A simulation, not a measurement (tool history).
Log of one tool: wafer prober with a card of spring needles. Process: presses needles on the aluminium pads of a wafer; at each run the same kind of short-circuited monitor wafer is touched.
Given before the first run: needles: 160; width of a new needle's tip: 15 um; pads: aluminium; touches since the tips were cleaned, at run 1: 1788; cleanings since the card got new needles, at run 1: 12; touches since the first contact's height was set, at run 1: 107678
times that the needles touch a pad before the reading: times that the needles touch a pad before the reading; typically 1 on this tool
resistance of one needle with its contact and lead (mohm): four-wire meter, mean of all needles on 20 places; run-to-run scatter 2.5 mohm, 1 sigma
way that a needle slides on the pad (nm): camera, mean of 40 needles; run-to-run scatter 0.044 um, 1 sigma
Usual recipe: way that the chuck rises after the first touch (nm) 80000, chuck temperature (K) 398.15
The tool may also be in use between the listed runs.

run,hour,way that the chuck rises after the first touch (nm),chuck temperature (K),times that the needles touch a pad before the reading,touches since the tips were cleaned,cleanings since the card got new needles,touches since the first contact's height was set,resistance of one needle with its contact and lead (mohm),way that a needle slides on the pad (nm)
1,0,80000,398.15,1,1788,12,107678,284,11710
2,15.6,80000,398.15,1,6994,12,112884,285,11780
# hour 17.2: tips cleaned on abrasive film
3,31.7,80000,363.15,1,4802,13,118190,272,11740
# hour 39.9: tips cleaned on abrasive film
4,47.8,80000,363.15,1,2610,14,123518,276,11760
# hour 62.4: tips cleaned on abrasive film
5,62.4,80000,363.15,1,0,15,128346,273,11690
6,77.6,80000,398.15,2,5092,15,133438,283,11670
# hour 85.2: tips cleaned on abrasive film
7,90.1,80000,304.15,1,1608,16,137540,256,11690
8,101.8,80000,304.15,1,5520,16,141452,258,11680
# hour 108.3: tips cleaned on abrasive film
9,116.4,80000,304.15,1,2690,17,146284,259,11720
10,125.5,80000,398.15,1,5707,17,149301,286,11670
# hour 130.8: tips cleaned on abrasive film
11,140.5,80000,398.15,1,3226,18,154274,285,11700
12,147.7,76000,398.15,1,5628,18,156676,287,11150
# hour 153.9: tips cleaned on abrasive film
13,159.7,80000,302.15,2,1948,19,160639,258,11660
14,175.4,87000,398.15,2,7184,19,165875,284,12730
# hour 176.9: tips cleaned on abrasive film
15,187.6,78000,390.15,3,3587,20,169902,282,11490
16,195.9,71000,389.15,1,6343,20,172658,286,10420
# hour 199.7: tips cleaned on abrasive film
# hour 200: height of the first contact set anew
17,207.7,80000,300.15,2,2577,21,2577,257,11710
18,219.4,91000,300.15,3,6452,21,6452,256,13320
# hour 223: tips cleaned on abrasive film
19,228.4,91000,344.15,3,1809,22,9425,267,13340

Predict the results of run 20:
20,238.6,91000,344.15,3,5200,22,12816,?,?

{"run 20": {"resistance of one needle with its contact and lead (mohm)": 268, "way that a needle slides on the pad (nm)": 13330}}
On a tool with no hidden condition, and with the same random variation, this run would have come out at resistance of one needle with its contact and lead (mohm) 268, way that a needle slides on the pad (nm) 13330.

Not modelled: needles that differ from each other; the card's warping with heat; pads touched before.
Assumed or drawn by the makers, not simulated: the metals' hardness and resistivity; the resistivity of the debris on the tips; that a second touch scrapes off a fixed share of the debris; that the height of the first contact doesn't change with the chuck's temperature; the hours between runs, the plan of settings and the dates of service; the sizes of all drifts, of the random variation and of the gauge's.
